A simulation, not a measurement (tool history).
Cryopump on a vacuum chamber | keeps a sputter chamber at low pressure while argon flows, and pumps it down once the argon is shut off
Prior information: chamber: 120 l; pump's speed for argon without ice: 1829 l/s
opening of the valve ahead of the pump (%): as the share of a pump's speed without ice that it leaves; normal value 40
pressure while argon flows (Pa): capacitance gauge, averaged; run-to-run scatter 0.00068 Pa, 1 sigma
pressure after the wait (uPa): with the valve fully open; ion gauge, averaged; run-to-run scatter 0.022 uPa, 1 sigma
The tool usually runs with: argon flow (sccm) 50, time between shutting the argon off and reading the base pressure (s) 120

| run | hour | argon flow (sccm) | time between shutting the argon off and reading the base pressure (s) | opening of the valve ahead of the pump (%) | pressure while argon flows (Pa) | pressure after the wait (uPa) |
|---|---|---|---|---|---|---|
| 1 | 0.0 | 50 | 120 | 40 | 0.1177 | 1.23 |
| 2 | 19.9 | 50 | 68 | 40 | 0.1177 | 1.61 |
| 3 | 44.8 | 50 | 68 | 40 | 0.1191 | 1.63 |
| 4 | 68.2 | 50 | 35 | 40 | 0.1198 | 2.50 |
| 5 | 83.1 | 28 | 120 | 40 | 0.0685 | 1.29 |
| 6 | 94.1 | 28 | 120 | 40 | 0.0676 | 1.27 |
| 7 | 119.8 | 28 | 120 | 40 | 0.0681 | 1.31 |
| 8 | 131.9 | 28 | 120 | 40 | 0.0676 | 1.30 |
| 9 | 149.9 | 28 | 120 | 40 | 0.0677 | 1.34 |
| 10 | 177.2 | 28 | 244 | 40 | 0.0692 | 1.11 |
| 11 | 201.2 | 50 | 61 | 40 | 0.1221 | 1.84 |
| 12 | 224.5 | 50 | 61 | 40 | 0.1223 | 1.83 |
| 13 | 239.0 | 50 | 253 | 40 | 0.1224 | 1.16 |
| 14 | 263.7 | 50 | 253 | 40 | 0.1229 | 1.13 |
| 15 | 287.3 | 50 | 253 | 40 | 0.1233 | 1.11 |
| 16 | 313.4 | 50 | 253 | 40 | 0.1230 | 1.17 |
| 17 | 337.6 | 39 | 24 | 18 | 0.2053 | 3.43 |
| 18 | 358.3 | 39 | 188 | 36 | 0.1052 | 1.26 |
| 19 | 378.5 | 39 | 188 | 36 | 0.1058 | 1.26 |
| 20 | 393.4 | 29 | 61 | 44 | 0.0655 | 1.94 |
|  | 403.4 | pump warmed up, emptied and cooled again |
| 21 | 414.5 | 73 | 36 | 55 | 0.1244 | 2.52 |
| 22 | 437.2 | 73 | 36 | 55 | 0.1242 | 2.45 |
| 23 | 451.6 | 72 | 141 | 22 | 0.3051 | 1.27 |
| 24 | 476.4 | 50 | 120 | 31 | 0.1505 | 1.33 |
| 25 | 503.5 | 73 | 120 | 31 | 0.2195 | 1.37 |
| 26 | 524.8 | 73 | 120 | 31 | 0.2223 | 1.37 |
| 27 | 537.3 | 43 | 66 | 37 | 0.1102 | 1.85 |

Branching from run 27: 5 alternative next runs. What would each branch give?
| A | 555.2 | 38 | 66 | 37 | ? | ? |
| B | 555.2 | 24 | 29 | 24 | ? | ? |
| C | 555.2 | 24 | 66 | 37 | ? | ? |
| D | 555.2 | 59 | 166 | 20 | ? | ? |
| E | 555.2 | 74 | 228 | 57 | ? | ? |

| run | pressure while argon flows (Pa) | pressure after the wait (uPa) |
|---|---|---|
| A | 0.0965 | 1.80 |
| B | 0.0936 | 3.02 |
| C | 0.0620 | 1.85 |
| D | 0.2747 | 1.24 |
| E | 0.1233 | 1.18 |
With the hidden condition removed and each run's random variation left untouched, the same runs would have given:
| run | pressure while argon flows (Pa) | pressure after the wait (uPa) |
|---|---|---|
| A | 0.0946 | 1.05 |
| B | 0.0924 | 2.27 |
| C | 0.0609 | 1.10 |
| D | 0.2719 | 0.51 |
| E | 0.1197 | 0.45 |

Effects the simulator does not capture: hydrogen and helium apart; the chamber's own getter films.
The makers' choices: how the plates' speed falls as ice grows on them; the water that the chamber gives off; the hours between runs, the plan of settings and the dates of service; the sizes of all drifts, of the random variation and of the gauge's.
